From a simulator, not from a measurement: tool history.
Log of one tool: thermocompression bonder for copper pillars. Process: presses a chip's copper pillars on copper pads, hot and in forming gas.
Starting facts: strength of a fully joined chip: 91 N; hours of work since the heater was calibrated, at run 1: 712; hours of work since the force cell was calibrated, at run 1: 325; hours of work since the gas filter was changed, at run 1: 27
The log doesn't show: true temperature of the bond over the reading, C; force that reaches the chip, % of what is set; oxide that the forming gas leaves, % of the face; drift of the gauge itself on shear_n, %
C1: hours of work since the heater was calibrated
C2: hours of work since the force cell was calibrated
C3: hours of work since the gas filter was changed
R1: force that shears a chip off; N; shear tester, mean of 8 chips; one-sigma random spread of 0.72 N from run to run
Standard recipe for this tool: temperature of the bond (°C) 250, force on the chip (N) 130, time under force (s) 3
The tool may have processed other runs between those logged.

run 1 hour=0.0 | temperature_of_the_bond_(°C)=250 force_on_the_chip_(N)=130 time_under_force_(s)=3 | C1=712 C2=325 C3=27 | R1=57.6
run 2 hour=23.2 | temperature_of_the_bond_(°C)=250 force_on_the_chip_(N)=130 time_under_force_(s)=3 | C1=729 C2=342 C3=43 | R1=57.7
run 3 hour=50.8 | temperature_of_the_bond_(°C)=250 force_on_the_chip_(N)=130 time_under_force_(s)=3 | C1=748 C2=362 C3=63 | R1=57.4
run 4 hour=68.8 | temperature_of_the_bond_(°C)=250 force_on_the_chip_(N)=130 time_under_force_(s)=3 | C1=761 C2=375 C3=76 | R1=57.6
run 5 hour=87.9 | temperature_of_the_bond_(°C)=250 force_on_the_chip_(N)=130 time_under_force_(s)=3 | C1=775 C2=388 C3=90 | R1=58.2
run 6 hour=119.6 | temperature_of_the_bond_(°C)=250 force_on_the_chip_(N)=130 time_under_force_(s)=3 | C1=798 C2=411 C3=113 | R1=57.9
run 7 hour=148.6 | temperature_of_the_bond_(°C)=250 force_on_the_chip_(N)=130 time_under_force_(s)=3 | C1=819 C2=432 C3=133 | R1=57.7
run 8 hour=175.7 | temperature_of_the_bond_(°C)=250 force_on_the_chip_(N)=130 time_under_force_(s)=3 | C1=838 C2=451 C3=153 | R1=56.8
run 9 hour=210.0 | temperature_of_the_bond_(°C)=250 force_on_the_chip_(N)=130 time_under_force_(s)=3 | C1=863 C2=476 C3=178 | R1=55.4
run 10 hour=228.4 | temperature_of_the_bond_(°C)=267 force_on_the_chip_(N)=130 time_under_force_(s)=3 | C1=876 C2=489 C3=191 | R1=67.3
run 11 hour=263.1 | temperature_of_the_bond_(°C)=267 force_on_the_chip_(N)=130 time_under_force_(s)=3 | C1=901 C2=514 C3=216 | R1=66.0
-- hour=266.6 forming gas filter changed
run 12 hour=287.3 | temperature_of_the_bond_(°C)=250 force_on_the_chip_(N)=130 time_under_force_(s)=3 | C1=918 C2=531 C3=15 | R1=60.3
run 13 hour=326.1 | temperature_of_the_bond_(°C)=250 force_on_the_chip_(N)=130 time_under_force_(s)=3 | C1=946 C2=559 C3=43 | R1=60.4
run 14 hour=360.0 | temperature_of_the_bond_(°C)=250 force_on_the_chip_(N)=130 time_under_force_(s)=3 | C1=970 C2=583 C3=67 | R1=58.7
-- hour=366.0 heater calibrated with a thermocouple chip
run 15 hour=389.3 | temperature_of_the_bond_(°C)=234 force_on_the_chip_(N)=130 time_under_force_(s)=3 | C1=17 C2=603 C3=87 | R1=53.7
run 16 hour=425.0 | temperature_of_the_bond_(°C)=234 force_on_the_chip_(N)=130 time_under_force_(s)=3 | C1=42 C2=629 C3=112 | R1=53.8
run 17 hour=457.0 | temperature_of_the_bond_(°C)=234 force_on_the_chip_(N)=130 time_under_force_(s)=3 | C1=65 C2=652 C3=135 | R1=53.9
run 18 hour=475.6 | temperature_of_the_bond_(°C)=250 force_on_the_chip_(N)=130 time_under_force_(s)=3 | C1=79 C2=665 C3=149 | R1=61.9
run 19 hour=496.7 | temperature_of_the_bond_(°C)=250 force_on_the_chip_(N)=130 time_under_force_(s)=3 | C1=94 C2=680 C3=164 | R1=62.5
run 20 hour=518.9 | temperature_of_the_bond_(°C)=250 force_on_the_chip_(N)=98 time_under_force_(s)=2 | C1=110 C2=696 C3=180 | R1=45.7
run 21 hour=539.1 | temperature_of_the_bond_(°C)=265 force_on_the_chip_(N)=130 time_under_force_(s)=3 | C1=124 C2=711 C3=194 | R1=70.7
-- hour=551.1 heater calibrated with a thermocouple chip, once more
run 22 hour=566.0 | temperature_of_the_bond_(°C)=230 force_on_the_chip_(N)=130 time_under_force_(s)=8 | C1=11 C2=729 C3=212 | R1=55.4
-- hour=574.5 forming gas filter changed
run 23 hour=593.5 | temperature_of_the_bond_(°C)=230 force_on_the_chip_(N)=130 time_under_force_(s)=8 | C1=30 C2=748 C3=14 | R1=57.6
run 24 hour=628.6 | temperature_of_the_bond_(°C)=228 force_on_the_chip_(N)=118 time_under_force_(s)=4 | C1=55 C2=773 C3=39 | R1=41.7
run 25 hour=648.4 | temperature_of_the_bond_(°C)=228 force_on_the_chip_(N)=118 time_under_force_(s)=5 | C1=70 C2=787 C3=53 | R1=44.3
run 26 hour=678.2 | temperature_of_the_bond_(°C)=264 force_on_the_chip_(N)=86 time_under_force_(s)=8 | C1=91 C2=809 C3=75 | R1=62.2
-- hour=692.2 force cell calibrated
run 27 hour=722.0 | temperature_of_the_bond_(°C)=230 force_on_the_chip_(N)=83 time_under_force_(s)=4 | C1=121 C2=21 C3=105 | R1=29.5
run 28 hour=745.8 | temperature_of_the_bond_(°C)=250 force_on_the_chip_(N)=128 time_under_force_(s)=5 | C1=138 C2=39 C3=122 | R1=60.1
run 29 hour=766.4 | temperature_of_the_bond_(°C)=267 force_on_the_chip_(N)=95 time_under_force_(s)=2 | C1=153 C2=53 C3=137 | R1=44.3
run 30 hour=791.6 | temperature_of_the_bond_(°C)=267 force_on_the_chip_(N)=95 time_under_force_(s)=2 | C1=171 C2=71 C3=155 | R1=44.2
run 31 hour=817.5 | temperature_of_the_bond_(°C)=267 force_on_the_chip_(N)=95 time_under_force_(s)=2 | C1=190 C2=90 C3=174 | R1=44.3
run 32 hour=843.5 | temperature_of_the_bond_(°C)=267 force_on_the_chip_(N)=95 time_under_force_(s)=2 | C1=209 C2=109 C3=192 | R1=44.4
run 33 hour=868.6 | temperature_of_the_bond_(°C)=231 force_on_the_chip_(N)=147 time_under_force_(s)=2 | C1=227 C2=127 C3=210 | R1=39.0
-- hour=880.5 forming gas filter changed
run 34 hour=907.2 | temperature_of_the_bond_(°C)=228 force_on_the_chip_(N)=130 time_under_force_(s)=3 | C1=254 C2=154 C3=19 | R1=39.4
run 35 hour=948.5 | temperature_of_the_bond_(°C)=250 force_on_the_chip_(N)=94 time_under_force_(s)=6 | C1=284 C2=184 C3=49 | R1=53.2
run 36 hour=981.3 | temperature_of_the_bond_(°C)=250 force_on_the_chip_(N)=94 time_under_force_(s)=6 | C1=307 C2=207 C3=72 | R1=53.4
run 37 hour=1004.2 | temperature_of_the_bond_(°C)=253 force_on_the_chip_(N)=164 time_under_force_(s)=2 | C1=324 C2=224 C3=89 | R1=58.5
run 38 hour=1035.0 | temperature_of_the_bond_(°C)=253 force_on_the_chip_(N)=164 time_under_force_(s)=3 | C1=346 C2=246 C3=111 | R1=64.0

Alternative continuations, all from the tool just after run 38; predict every row:
run A hour=1063.0 | temperature_of_the_bond_(°C)=235 force_on_the_chip_(N)=187 time_under_force_(s)=9 | C1=366 C2=266 C3=131 | R1=?
run B hour=1063.0 | temperature_of_the_bond_(°C)=250 force_on_the_chip_(N)=130 time_under_force_(s)=3 | C1=366 C2=266 C3=131 | R1=?
run C hour=1063.0 | temperature_of_the_bond_(°C)=253 force_on_the_chip_(N)=164 time_under_force_(s)=2 | C1=366 C2=266 C3=131 | R1=?
run D hour=1063.0 | temperature_of_the_bond_(°C)=253 force_on_the_chip_(N)=149 time_under_force_(s)=3 | C1=366 C2=266 C3=131 | R1=?

run=A R1=75.8
run=B R1=55.0
run=C R1=58.5
run=D R1=60.6
With the hidden condition removed and each run's random variation left untouched, the same runs would have given:
run=A R1=75.2
run=B R1=53.1
run=C R1=56.7
run=D R1=59.0
